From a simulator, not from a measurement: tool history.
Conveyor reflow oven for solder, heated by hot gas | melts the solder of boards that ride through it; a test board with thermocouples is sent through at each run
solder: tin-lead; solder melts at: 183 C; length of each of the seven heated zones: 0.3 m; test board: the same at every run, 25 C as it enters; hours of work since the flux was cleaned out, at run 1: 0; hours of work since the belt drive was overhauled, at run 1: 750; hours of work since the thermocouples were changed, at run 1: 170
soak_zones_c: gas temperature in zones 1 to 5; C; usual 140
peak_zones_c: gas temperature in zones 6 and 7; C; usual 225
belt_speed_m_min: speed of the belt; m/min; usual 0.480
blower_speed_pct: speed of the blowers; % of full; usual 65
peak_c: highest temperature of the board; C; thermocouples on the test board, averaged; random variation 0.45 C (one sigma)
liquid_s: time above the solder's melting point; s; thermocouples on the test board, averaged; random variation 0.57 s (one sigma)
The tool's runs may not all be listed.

run	hour	soak_zones_c	peak_zones_c	belt_speed_m_min	blower_speed_pct	hours of work since the flux was cleaned out	hours of work since the belt drive was overhauled	hours of work since the thermocouples were changed	peak_c	liquid_s
1	0.0	140	225	0.480	65	0	750	170	206.9	48.2
2	77.3	140	225	0.480	65	55	805	225	207.5	48.4
# hour 132.3: belt drive overhauled, speed set with a stopwatch
3	151.9	140	225	0.480	65	105	14	275	207.8	49.4
4	225.0	140	237	0.480	65	157	66	327	217.5	58.2
# hour 248.5: flux residue cleaned out of gas plates and filters
5	291.5	140	237	0.480	65	31	110	371	218.3	59.7
6	371.4	140	237	0.480	65	87	167	427	218.5	60.0
# hour 426.7: belt drive overhauled, speed set with a stopwatch, once more
7	432.2	143	225	0.480	65	128	4	468	207.2	47.6
8	481.5	152	235	0.480	65	163	39	503	217.8	61.5
# hour 496.4: flux residue cleaned out of gas plates and filters
9	569.9	152	235	0.480	65	52	98	562	218.5	61.0
10	636.2	152	235	0.480	65	99	146	610	217.7	61.3
11	694.4	126	230	0.504	62	141	187	651	205.4	36.7
# hour 740.1: flux residue cleaned out of gas plates and filters
12	758.0	138	230	0.504	62	13	229	693	208.7	44.8

Forecast each of these 4 alternatives for the next run:
A	801.4	138	229	0.510	70	44	260	724	?	?
B	801.4	149	225	0.480	65	44	260	724	?	?
C	801.4	126	230	0.504	62	44	260	724	?	?
D	801.4	140	221	0.386	62	44	260	724	?	?

run	peak_c	liquid_s
A	209.6	46.3
B	209.8	53.7
C	205.0	37.6
D	210.3	65.4
Without the tool's hidden state the same runs would have given:
run	peak_c	liquid_s
A	208.0	44.5
B	208.1	51.8
C	203.4	35.6
D	208.5	63.0
